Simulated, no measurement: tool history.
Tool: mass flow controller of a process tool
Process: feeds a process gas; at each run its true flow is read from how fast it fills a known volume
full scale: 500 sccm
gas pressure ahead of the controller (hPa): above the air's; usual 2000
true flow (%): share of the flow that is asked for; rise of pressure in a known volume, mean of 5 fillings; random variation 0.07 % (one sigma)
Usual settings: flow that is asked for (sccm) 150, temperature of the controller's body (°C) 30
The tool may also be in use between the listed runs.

run,day,flow that is asked for (sccm),gas pressure ahead of the controller (hPa),temperature of the controller's body (°C),true flow (%)
1,0,150,2000,30,99.97
2,13.883,150,2670,30,100.44
3,27.408,150,2670,30,100.51
4,38.754,150,2670,30,100.62
5,59.658,150,2670,24,100.62
6,78.508,150,2670,24,100.96
7,95.429,150,2670,24,101.2
8,108.846,74,2440,29,101.99
9,130.242,98,2000,23,101.62
10,146.946,98,1490,21,101.4
11,159.779,98,1490,21,101.58
12,177.954,98,1490,21,101.82
13,188.504,120,2020,34,102.43
14,202.054,120,2020,34,102.66

Forecast each of these 5 alternatives for the next run:
A,219.592,73,2020,23,?
B,219.592,326,2220,25,?
C,219.592,57,2000,30,?
D,219.592,120,2020,35,?
E,219.592,114,2000,21,?

run,true flow (%)
A,103.27
B,102.26
C,104.17
D,102.85
E,102.4
Without the tool's hidden state the same runs would have given:
run,true flow (%)
A,98.39
B,99.44
C,98.55
D,99.01
E,98.47
